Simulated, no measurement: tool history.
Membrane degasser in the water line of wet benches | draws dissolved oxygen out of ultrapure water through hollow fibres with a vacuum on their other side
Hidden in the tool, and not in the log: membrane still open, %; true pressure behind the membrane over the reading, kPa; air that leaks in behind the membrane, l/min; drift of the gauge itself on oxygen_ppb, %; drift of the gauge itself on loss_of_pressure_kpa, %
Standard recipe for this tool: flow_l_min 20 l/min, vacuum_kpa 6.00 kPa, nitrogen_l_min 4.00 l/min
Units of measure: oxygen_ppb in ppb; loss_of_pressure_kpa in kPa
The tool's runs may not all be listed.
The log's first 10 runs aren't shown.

run	hour	flow_l_min	vacuum_kpa	nitrogen_l_min	hours since the membrane was changed	hours since the vacuum gauge was calibrated	hours since the vacuum lines were made tight	oxygen_ppb	loss_of_pressure_kpa
11	2137.2	20	6.00	1.96	3097	4323	7235	344.7	47.10
12	2423.0	20	6.00	1.96	3382	4609	7521	352.8	47.47
13	2658.2	20	6.00	1.96	3618	4844	7756	356.0	47.51
14	2841.4	20	6.00	1.96	3801	5027	7939	352.8	47.46
15	3047.3	20	6.00	11.83	4007	5233	8145	295.0	47.24
16	3294.8	20	9.30	4.00	4254	5481	8392	357.9	47.67
17	3575.0	20	4.14	4.00	4534	5761	8673	307.0	47.35
# hour 3599.3: seals of the vacuum lines changed
18	3865.2	20	4.14	4.00	4823	6049	266	303.5	47.43
19	4154.5	20	4.18	4.00	5112	6338	555	304.0	47.59
20	4373.1	20	4.20	4.00	5330	6557	774	308.0	47.53
21	4555.7	18	4.20	4.00	5513	6740	956	262.6	42.78
# hour 4662.8: vacuum gauge calibrated
22	4783.7	22	6.00	4.26	5741	121	1184	375.6	52.15
23	4930.9	22	6.00	4.26	5888	268	1331	367.9	52.62
24	5140.8	19	6.00	4.26	6098	478	1541	296.5	45.09
25	5356.2	19	6.00	4.26	6313	693	1756	297.9	45.19
26	5524.1	19	6.00	4.26	6481	861	1924	304.6	45.15
27	5660.2	20	5.68	5.83	6617	997	2060	312.4	47.61
28	5950.1	31	4.15	5.83	6907	1287	2350	553.0	73.61
29	6097.9	31	4.15	9.56	7055	1435	2498	559.4	74.06
30	6277.6	31	4.15	9.56	7234	1615	2678	557.8	74.46
31	6408.4	31	4.15	9.56	7365	1746	2809	552.2	74.38

4 ways to go on from here, each from the tool as it stands after run 31. What would each give?
A	6572.5	21	5.05	4.00	7529	1910	2973	?	?
B	6572.5	19	9.03	3.19	7529	1910	2973	?	?
C	6572.5	20	6.00	1.87	7529	1910	2973	?	?
D	6572.5	20	5.32	6.46	7529	1910	2973	?	?

run	oxygen_ppb	loss_of_pressure_kpa
A	338.5	50.32
B	352.7	45.65
C	369.4	47.98
D	314.4	47.56
Without the tool's unlogged condition, the same runs would have read:
run	oxygen_ppb	loss_of_pressure_kpa
A	316.4	49.21
B	332.8	44.64
C	348.2	46.91
D	293.0	46.50
